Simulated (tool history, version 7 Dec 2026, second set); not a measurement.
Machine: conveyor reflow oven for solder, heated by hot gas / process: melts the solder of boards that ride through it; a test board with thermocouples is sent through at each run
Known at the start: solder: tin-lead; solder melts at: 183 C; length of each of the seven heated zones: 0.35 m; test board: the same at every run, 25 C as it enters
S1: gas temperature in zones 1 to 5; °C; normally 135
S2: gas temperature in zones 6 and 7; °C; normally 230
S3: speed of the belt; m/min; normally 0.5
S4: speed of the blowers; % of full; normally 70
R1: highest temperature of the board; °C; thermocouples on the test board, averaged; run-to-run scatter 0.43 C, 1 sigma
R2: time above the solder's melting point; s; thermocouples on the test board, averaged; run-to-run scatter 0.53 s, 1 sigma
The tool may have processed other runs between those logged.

run,hour,S1,S2,S3,S4,R1,R2
1,0,135,230,0.5,70,211,55
2,12.1,135,230,0.5,70,211,55.5
3,22.5,135,230,0.5,70,210.8,55.7
4,34.7,135,230,0.459,70,214.3,65.1
5,48.3,135,230,0.459,70,214.9,63.8
6,63.5,135,230,0.459,70,213.7,64.4
7,88.1,135,230,0.459,70,214.2,63.5
8,108.6,135,230,0.583,70,204.9,40.6
9,132.8,135,230,0.5,70,210.7,55.8
10,150.6,135,239,0.5,70,218.3,62.3
11,164.6,135,239,0.5,70,217.2,62.5
12,181.8,135,230,0.5,70,210.6,54.8
13,199.1,135,230,0.5,70,210.3,54.1
14,215.6,135,230,0.5,70,209.9,54.1
15,238,135,242,0.5,70,220.2,64
16,253,135,229,0.5,70,209.4,53.3
# hour 263.1: flux residue cleaned out of gas plates and filters
17,272.4,135,223,0.5,65,206.4,50.1
18,290.3,135,223,0.417,57,209,65.3
19,314,135,236,0.569,83,217.4,53.9
20,326.1,122,230,0.428,70,216,68.7
21,337.1,122,230,0.506,70,209.8,51.5
22,352.1,122,230,0.506,70,210.7,49.9
23,374.5,122,238,0.486,61,215.7,56.7
24,397.7,125,231,0.596,64,202.4,33.4
25,421,125,233,0.596,74,207.8,39.6
26,433.4,125,233,0.596,74,207.8,40.9
27,457.9,135,228,0.5,70,210.5,55.6
28,482,135,237,0.453,70,222,72.7
29,503.6,135,243,0.453,70,226.4,76.3
30,522.3,135,243,0.453,70,226.9,77.5
31,536.2,146,239,0.427,53,222.8,81.1

Measured minus without-hidden-state, run by run (identical run-to-run variation in each term; gauge scatter may differ):
The tool's hidden condition here consists of: heat that the gas passes to the board, % of a clean oven's; belt's true speed, % of the reading; true gas temperature in zones 6 and 7 over the reading, C; drift of the gauge itself on peak_c, C; drift of the gauge itself on liquid_s, %.
run,R1,R2
1,-1.7,-1.9
2,-1.7,-2
3,-1.8,-2
4,-1.7,-1.9
5,-1.7,-1.9
6,-1.7,-2
7,-1.8,-2.1
8,-2.6,-3.1
9,-2.3,-2.6
10,-2.5,-2.2
11,-2.6,-2.2
12,-2.5,-2.9
13,-2.5,-3
14,-2.6,-3.1
15,-3,-2.4
16,-2.8,-3.4
17,+0.6,+1
18,+0.6,+1.2
19,+0.3,+0.5
20,+0.5,+0.8
21,+0.3,+0.5
22,+0.2,+0.4
23,+0.2,+0.5
24,-0.2,-0.1
25,-0.4,-0.3
26,-0.5,-0.4
27,-0.2,+0
28,-0.1,+0.3
29,-0.3,+0.4
30,-0.4,+0.2
31,+0,+0.6

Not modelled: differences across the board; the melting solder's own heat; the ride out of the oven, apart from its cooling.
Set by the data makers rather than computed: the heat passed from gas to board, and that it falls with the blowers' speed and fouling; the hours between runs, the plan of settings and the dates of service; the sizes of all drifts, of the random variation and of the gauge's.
